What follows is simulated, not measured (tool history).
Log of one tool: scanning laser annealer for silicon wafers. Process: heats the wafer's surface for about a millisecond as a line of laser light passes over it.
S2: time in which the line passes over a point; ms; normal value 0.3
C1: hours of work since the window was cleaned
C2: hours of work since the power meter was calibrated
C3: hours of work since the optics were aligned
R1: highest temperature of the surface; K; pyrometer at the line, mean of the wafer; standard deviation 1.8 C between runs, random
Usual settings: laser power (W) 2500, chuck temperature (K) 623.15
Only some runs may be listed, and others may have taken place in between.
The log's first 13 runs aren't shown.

run 14 hour=341.5 | laser_power_(W)=2500 S2=0.3 chuck_temperature_(K)=641.15 | C1=621 C2=946 C3=704 | R1=1325.15
run 15 hour=367.2 | laser_power_(W)=2500 S2=0.3 chuck_temperature_(K)=591.15 | C1=638 C2=963 C3=720 | R1=1273.15
run 16 hour=398.8 | laser_power_(W)=2500 S2=0.3 chuck_temperature_(K)=591.15 | C1=658 C2=983 C3=740 | R1=1273.15
run 17 hour=421.7 | laser_power_(W)=2500 S2=0.359 chuck_temperature_(K)=623.15 | C1=672 C2=997 C3=755 | R1=1374.15
run 18 hour=449 | laser_power_(W)=2500 S2=0.3 chuck_temperature_(K)=623.15 | C1=690 C2=1014 C3=772 | R1=1300.15
run 19 hour=478.1 | laser_power_(W)=2500 S2=0.251 chuck_temperature_(K)=623.15 | C1=708 C2=1033 C3=791 | R1=1239.15
run 20 hour=514 | laser_power_(W)=2500 S2=0.3 chuck_temperature_(K)=623.15 | C1=731 C2=1056 C3=814 | R1=1302.15
-- hour=535.4 optics aligned, line set to its width
run 21 hour=536.5 | laser_power_(W)=2500 S2=0.3 chuck_temperature_(K)=623.15 | C1=742 C2=1067 C3=1 | R1=1304.15
run 22 hour=573.9 | laser_power_(W)=2500 S2=0.295 chuck_temperature_(K)=650.15 | C1=766 C2=1091 C3=24 | R1=1324.15
run 23 hour=610.8 | laser_power_(W)=2500 S2=0.218 chuck_temperature_(K)=628.15 | C1=789 C2=1114 C3=48 | R1=1196.15
run 24 hour=648.9 | laser_power_(W)=2500 S2=0.248 chuck_temperature_(K)=623.15 | C1=813 C2=1138 C3=72 | R1=1230.15
run 25 hour=681.4 | laser_power_(W)=2194 S2=0.226 chuck_temperature_(K)=588.15 | C1=834 C2=1159 C3=93 | R1=1095.15

For run 26, what comes out?
run 26 hour=702.7 | laser_power_(W)=2194 S2=0.226 chuck_temperature_(K)=588.15 | C1=848 C2=1172 C3=106 | R1=?

R1: 1099.15 K
Had the tool carried no hidden state, the very same run would have given R1 1124.15 K.

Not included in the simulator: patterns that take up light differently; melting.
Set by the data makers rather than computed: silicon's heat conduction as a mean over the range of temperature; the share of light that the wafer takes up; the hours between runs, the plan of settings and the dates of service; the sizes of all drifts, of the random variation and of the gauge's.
